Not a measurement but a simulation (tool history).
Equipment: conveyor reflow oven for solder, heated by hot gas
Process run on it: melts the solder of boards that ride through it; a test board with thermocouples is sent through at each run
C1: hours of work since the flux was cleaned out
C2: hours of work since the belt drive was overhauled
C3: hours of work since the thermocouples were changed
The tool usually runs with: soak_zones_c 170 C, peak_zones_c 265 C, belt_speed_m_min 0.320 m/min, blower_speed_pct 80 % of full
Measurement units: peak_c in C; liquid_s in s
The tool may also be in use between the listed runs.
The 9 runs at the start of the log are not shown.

Run 10, hour 80.7: usual settings but soak_zones_c 162 C; C1 235; C2 223; C3 397. Result: peak_c 250.6 C, liquid_s 76.9 s.
Run 11, hour 87.8: usual settings but soak_zones_c 162 C; C1 238; C2 226; C3 400. Result: peak_c 249.7 C, liquid_s 78.9 s.
Run 12, hour 93.2: usual settings but soak_zones_c 162 C; C1 240; C2 229; C3 402. Result: peak_c 250.0 C, liquid_s 77.4 s.
Run 13, hour 105.5: usual settings but soak_zones_c 162 C; C1 245; C2 234; C3 407. Result: peak_c 249.9 C, liquid_s 77.3 s.
Run 14, hour 111.6: usual settings but soak_zones_c 162 C; C1 248; C2 236; C3 410. Result: peak_c 250.5 C, liquid_s 77.9 s.
Run 15, hour 120.0: usual settings but soak_zones_c 162 C; C1 251; C2 240; C3 413. Result: peak_c 251.3 C, liquid_s 78.4 s.
Run 16, hour 126.9: usual settings but soak_zones_c 162 C; C1 254; C2 242; C3 416. Result: peak_c 250.0 C, liquid_s 78.4 s.
Run 17, hour 136.6: usual settings but soak_zones_c 162 C, belt_speed_m_min 0.344 m/min; C1 258; C2 246; C3 420. Result: peak_c 247.6 C, liquid_s 68.2 s.
Run 18, hour 142.2: usual settings but soak_zones_c 162 C, belt_speed_m_min 0.344 m/min; C1 261; C2 249; C3 422. Result: peak_c 247.8 C, liquid_s 67.8 s.
Run 19, hour 153.7: usual settings but soak_zones_c 179 C, belt_speed_m_min 0.368 m/min; C1 265; C2 253; C3 427. Result: peak_c 248.8 C, liquid_s 70.8 s.
Run 20, hour 160.8: usual settings but soak_zones_c 179 C, belt_speed_m_min 0.368 m/min; C1 268; C2 256; C3 430. Result: peak_c 249.2 C, liquid_s 72.9 s.
Run 21, hour 169.1: usual settings but soak_zones_c 181 C, peak_zones_c 258 C, belt_speed_m_min 0.329 m/min, blower_speed_pct 66 % of full; C1 272; C2 260; C3 434. Result: peak_c 243.5 C, liquid_s 73.8 s.
Run 22, hour 182.1: usual settings but soak_zones_c 175 C, peak_zones_c 276 C, belt_speed_m_min 0.375 m/min, blower_speed_pct 64 % of full; C1 277; C2 265; C3 439. Result: peak_c 251.4 C, liquid_s 69.4 s.
Run 23, hour 190.6: usual settings but soak_zones_c 175 C, peak_zones_c 276 C, belt_speed_m_min 0.375 m/min, blower_speed_pct 64 % of full; C1 280; C2 269; C3 442. Result: peak_c 251.5 C, liquid_s 69.2 s.
Run 24, hour 199.0: usual settings but soak_zones_c 175 C, peak_zones_c 276 C, belt_speed_m_min 0.375 m/min, blower_speed_pct 64 % of full; C1 284; C2 272; C3 446. Result: peak_c 251.5 C, liquid_s 68.3 s.
At hour 214.7: flux residue cleaned out of gas plates and filters.
Run 25, hour 216.9: usual settings but soak_zones_c 175 C, peak_zones_c 276 C, belt_speed_m_min 0.375 m/min, blower_speed_pct 64 % of full; C1 1; C2 277; C3 451. Result: peak_c 254.7 C, liquid_s 74.2 s.
Run 26, hour 227.3: usual settings but soak_zones_c 177 C, peak_zones_c 273 C, belt_speed_m_min 0.347 m/min, blower_speed_pct 53 % of full; C1 5; C2 282; C3 455. Result: peak_c 251.2 C, liquid_s 76.1 s.
Run 27, hour 234.3: usual settings but soak_zones_c 171 C, peak_zones_c 273 C, belt_speed_m_min 0.347 m/min, blower_speed_pct 53 % of full; C1 8; C2 284; C3 458. Result: peak_c 250.2 C, liquid_s 71.8 s.
Run 28, hour 240.9: usual settings but soak_zones_c 175 C, peak_zones_c 254 C, belt_speed_m_min 0.364 m/min, blower_speed_pct 60 % of full; C1 11; C2 287; C3 461. Result: peak_c 236.2 C, liquid_s 52.9 s.
Run 29, hour 251.2: usual settings but soak_zones_c 175 C, peak_zones_c 254 C, belt_speed_m_min 0.364 m/min, blower_speed_pct 60 % of full; C1 15; C2 291; C3 465. Result: peak_c 236.8 C, liquid_s 53.4 s.
Run 30, hour 261.1: usual settings but soak_zones_c 172 C, peak_zones_c 266 C; C1 19; C2 295; C3 469. Result: peak_c 255.0 C, liquid_s 88.5 s.

Alternative continuations, all from the tool just after run 30; predict every row:
Run A, hour 270.5: usual settings but soak_zones_c 172 C, peak_zones_c 273 C, belt_speed_m_min 0.366 m/min; C1 23; C2 299; C3 473. Result: peak_c ?, liquid_s ?.
Run B, hour 270.5: usual settings but soak_zones_c 172 C, peak_zones_c 266 C, belt_speed_m_min 0.337 m/min; C1 23; C2 299; C3 473. Result: peak_c ?, liquid_s ?.
Run C, hour 270.5: usual settings but soak_zones_c 159 C; C1 23; C2 299; C3 473. Result: peak_c ?, liquid_s ?.

run  peak_c  liquid_s
  A   257.1      77.4
  B   253.0      81.5
  C   252.4      80.9
Take away the tool's hidden state, keep each run's random variation, and the runs would have read:
run  peak_c  liquid_s
  A   256.7      76.5
  B   252.6      80.5
  C   251.9      79.9

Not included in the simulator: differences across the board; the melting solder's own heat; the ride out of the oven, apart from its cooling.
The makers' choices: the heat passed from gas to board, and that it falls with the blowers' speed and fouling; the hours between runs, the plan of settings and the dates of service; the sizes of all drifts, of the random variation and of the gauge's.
